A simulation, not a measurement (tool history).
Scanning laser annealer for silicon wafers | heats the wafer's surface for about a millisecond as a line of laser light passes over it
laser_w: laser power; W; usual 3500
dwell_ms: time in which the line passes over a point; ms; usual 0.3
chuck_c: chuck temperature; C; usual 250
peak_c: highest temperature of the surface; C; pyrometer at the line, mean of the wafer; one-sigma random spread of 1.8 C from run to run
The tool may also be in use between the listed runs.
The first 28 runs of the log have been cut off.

| run | hour | laser_w | dwell_ms | chuck_c | peak_c |
|---|---|---|---|---|---|
| 29 | 1668.1 | 3307 | 0.3 | 250 | 931 |
| 30 | 1713.6 | 3664 | 0.344 | 250 | 1048 |
| 31 | 1765.8 | 3500 | 0.217 | 288 | 893 |
| 32 | 1822.8 | 3500 | 0.217 | 288 | 890 |
| 33 | 1888.9 | 3500 | 0.217 | 288 | 888 |
| 34 | 1969.4 | 3323 | 0.3 | 273 | 939 |
| 35 | 2031.9 | 3500 | 0.246 | 279 | 904 |
|  | 2066.1 | window over the wafer cleaned |
| 36 | 2102.1 | 3500 | 0.246 | 279 | 935 |
| 37 | 2142.9 | 3212 | 0.237 | 233 | 830 |
| 38 | 2183.8 | 3260 | 0.285 | 248 | 908 |
| 39 | 2263.9 | 3170 | 0.3 | 262 | 919 |
| 40 | 2305.6 | 3170 | 0.3 | 262 | 915 |
| 41 | 2345.1 | 3170 | 0.3 | 262 | 916 |
| 42 | 2434.4 | 3170 | 0.3 | 262 | 910 |

3 options for the next run, each taken on its own from the tool as it stands now. Forecast them:
| A | 2517.1 | 3324 | 0.3 | 262 | ? |
| B | 2517.1 | 3170 | 0.368 | 264 | ? |
| C | 2517.1 | 3170 | 0.303 | 262 | ? |

| run | peak_c |
|---|---|
| A | 930 |
| B | 974 |
| C | 908 |
The same runs, with their run-to-run variation unchanged, on a tool lacking any hidden condition would have given:
| run | peak_c |
|---|---|
| A | 968 |
| B | 1014 |
| C | 944 |
